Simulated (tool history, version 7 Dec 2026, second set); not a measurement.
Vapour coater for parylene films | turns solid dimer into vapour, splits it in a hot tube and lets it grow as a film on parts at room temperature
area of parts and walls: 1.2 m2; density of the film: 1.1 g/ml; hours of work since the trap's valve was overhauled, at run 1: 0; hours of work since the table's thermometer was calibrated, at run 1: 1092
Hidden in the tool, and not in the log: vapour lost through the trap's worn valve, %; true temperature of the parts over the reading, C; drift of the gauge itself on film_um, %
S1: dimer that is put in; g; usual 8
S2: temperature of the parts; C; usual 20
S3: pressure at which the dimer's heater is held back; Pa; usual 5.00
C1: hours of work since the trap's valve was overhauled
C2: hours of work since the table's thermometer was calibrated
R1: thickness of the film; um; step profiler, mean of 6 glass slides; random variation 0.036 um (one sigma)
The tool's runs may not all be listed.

run	day	S1	S2	S3	C1	C2	R1
1	0.000	8	20	5.00	0	1092	3.61
2	1.150	8	20	5.00	19	1111	3.63
3	2.817	8	20	5.00	46	1138	3.62
4	4.062	8	20	5.00	66	1159	3.53
5	5.142	8	20	5.00	84	1176	3.52
6	6.296	8	14	5.00	103	1195	4.74
7	7.325	8	28	5.00	119	1212	2.40
8	8.175	8	20	2.11	133	1226	4.19
9	9.829	8	20	2.97	160	1253	3.88
10	11.325	8	20	5.00	185	1277	3.47
11	12.792	8	20	5.00	208	1301	3.46
12	13.733	8	20	5.00	224	1316	3.41
13	14.938	8	20	5.00	243	1336	3.36
14	15.967	8	20	5.00	260	1353	3.38
15	17.217	8	20	5.74	281	1373	3.24
16	18.088	8	20	5.00	295	1387	3.24
# day 18.862: trap's valve overhauled
17	19.679	8	20	5.00	13	1410	3.64
18	21.267	7	20	5.00	39	1436	3.10
19	22.346	7	20	5.00	57	1454	3.07
20	23.525	7	20	5.00	76	1473	3.08
21	24.929	8	25	5.00	99	1496	2.75
22	26.021	11	20	5.00	117	1514	4.77
23	27.267	8	13	5.00	137	1534	4.68
24	28.675	5	20	5.00	160	1557	2.14
25	30.150	8	30	5.72	184	1581	2.06
26	31.100	8	17	5.00	199	1596	3.86
27	32.683	8	17	5.00	225	1622	3.83
28	34.329	8	17	5.00	252	1649	3.82
29	35.692	4	14	2.38	274	1671	2.54
30	36.875	8	12	7.83	293	1691	4.26
# day 37.725: trap's valve overhauled
31	37.917	13	32	3.14	3	1705	3.64
32	39.117	13	32	3.14	23	1724	3.71
33	40.088	13	32	3.14	38	1740	3.66
34	41.754	13	32	3.14	66	1767	3.56
35	43.192	13	32	3.14	89	1791	3.62
36	44.667	7	20	9.60	113	1815	2.63
# day 44.808: table's thermometer calibrated
37	45.592	10	30	6.50	127	13	2.63
38	47.042	4	14	6.66	151	36	2.31
39	48.504	4	14	6.66	175	60	2.16
40	49.262	4	14	6.66	187	73	2.18
41	50.475	12	30	7.68	207	92	3.00
42	51.842	8	16	8.56	229	115	3.71
43	52.638	7	21	2.13	242	127	3.50
44	54.058	7	13	2.13	265	151	4.66
45	54.883	7	13	2.13	279	164	4.69
46	55.662	8	20	7.97	292	177	3.07

Hidden state or all else? Some run-to-run changes of R1, split into what the settings, what came in and random variation would give without the hidden state, and what is left for the hidden state (with any gauge scatter that isn't in both results):
Run 6 -> 7: S2 14 -> 28. R1 -2.34 um: hidden state +0.17, all else -2.51.
Run 16 -> 17: trap's valve overhauled. R1 +0.40 um: hidden state +0.29, all else +0.11.
Run 21 -> 22: S1 8 -> 11, S2 25 -> 20. R1 +2.02 um: hidden state -0.21, all else +2.23.
Run 23 -> 24: S1 8 -> 5, S2 13 -> 20. R1 -2.54 um: hidden state +0.25, all else -2.79.
Run 29 -> 30: S1 4 -> 8, S2 14 -> 12, S3 2.38 -> 7.83. R1 +1.72 um: hidden state -0.32, all else +2.04.
Run 30 -> 31: S1 8 -> 13, S2 12 -> 32, S3 7.83 -> 3.14, trap's valve overhauled. R1 -0.62 um: hidden state +0.49, all else -1.11.

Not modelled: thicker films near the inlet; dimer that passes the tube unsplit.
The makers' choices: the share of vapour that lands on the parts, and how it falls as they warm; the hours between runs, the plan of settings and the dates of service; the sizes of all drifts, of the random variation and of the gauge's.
